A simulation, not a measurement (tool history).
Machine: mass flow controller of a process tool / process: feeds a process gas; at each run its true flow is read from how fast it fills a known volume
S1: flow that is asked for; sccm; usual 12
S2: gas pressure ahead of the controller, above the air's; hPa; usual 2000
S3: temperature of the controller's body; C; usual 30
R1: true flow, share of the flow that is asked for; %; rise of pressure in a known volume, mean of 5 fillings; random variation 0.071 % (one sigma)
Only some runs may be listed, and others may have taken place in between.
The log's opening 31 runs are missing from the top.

run      day  S1    S2  S3      R1
     411.483  -- controller's zero set anew
 32  420.646   2  2760  39   112.4
 33    432.1   2  1590  29  113.01
 34  450.638   2  1590  29  113.34
 35   465.45   2  1700  29  113.56
 36  473.846  12  2240  30  101.02
 37  484.292  12  2240  31  101.11
 38  497.946  12  2240  31   101.2
 39  516.833  11  2220  26  101.24
     519.183  -- controller's zero set anew, once more
 40  529.104   8  2000  34   99.06
 41  545.021   6  2630  24   98.08
 42  553.096  12  1650  30   99.04
     569.117  -- controller exchanged for a calibrated one
 43  570.438  12  1650  30  100.35
 44  581.842   4  2710  30   99.91
 45  591.567   4  2710  30   99.94
 46  609.662   4  1440  39  101.51
 47  620.025   4  1440  39  101.56

Alternative continuations, all from the tool just after run 47; predict every row:
  A  629.667   2  2720  30   ?
  B  629.667  12  1470  30   ?
  C  629.667  19  2460  38   ?

run      R1
  A  101.32
  B  100.73
  C  100.36
The same runs, with their run-to-run variation unchanged, on a tool lacking any hidden condition would have given:
run      R1
  A   99.39
  B  100.61
  C  100.37
